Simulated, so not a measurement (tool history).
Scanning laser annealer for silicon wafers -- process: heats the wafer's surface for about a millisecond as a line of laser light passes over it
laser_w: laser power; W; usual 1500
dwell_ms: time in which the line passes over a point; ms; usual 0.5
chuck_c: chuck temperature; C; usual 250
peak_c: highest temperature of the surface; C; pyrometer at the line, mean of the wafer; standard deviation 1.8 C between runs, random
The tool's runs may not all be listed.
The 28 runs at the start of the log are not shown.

run   hour  laser_w  dwell_ms  chuck_c  hours of work since the window was cleaned  hours of work since the power meter was calibrated  hours of work since the optics were aligned  peak_c
 29  467.5     1412       0.5      222                                         324                                                  38                                          562     930
 30  489.2     1613     0.488      243                                         333                                                  48                                          571    1052
 31  500.7     1500     0.541      267                                         338                                                  53                                          576    1052
 32  513.6     1500     0.541      267                                         343                                                  58                                          582    1049
 33  537.8     1500     0.541      267                                         354                                                  69                                          592    1049
 34  559.2     1500     0.541      267                                         363                                                  78                                          602    1052
 35  581.4     1310     0.509      250                                         373                                                  87                                          611     904
 36  596.9     1500     0.468      263                                         379                                                  94                                          618     990

Each row is a separate what-if for the run after 36, all from the same tool condition, not one after another. Results?
  A  622.4     1395     0.486      263                                         390                                                 105                                          629       ?
  B  622.4     1500     0.468      275                                         390                                                 105                                          629       ?
  C  622.4     1510     0.593      250                                         390                                                 105                                          629       ?
  D  622.4     1494     0.523      248                                         390                                                 105                                          629       ?

run  peak_c
  A     946
  B    1001
  C    1075
  D    1009
Without the tool's hidden state the same runs would have given:
run  peak_c
  A     964
  B    1020
  C    1097
  D    1029
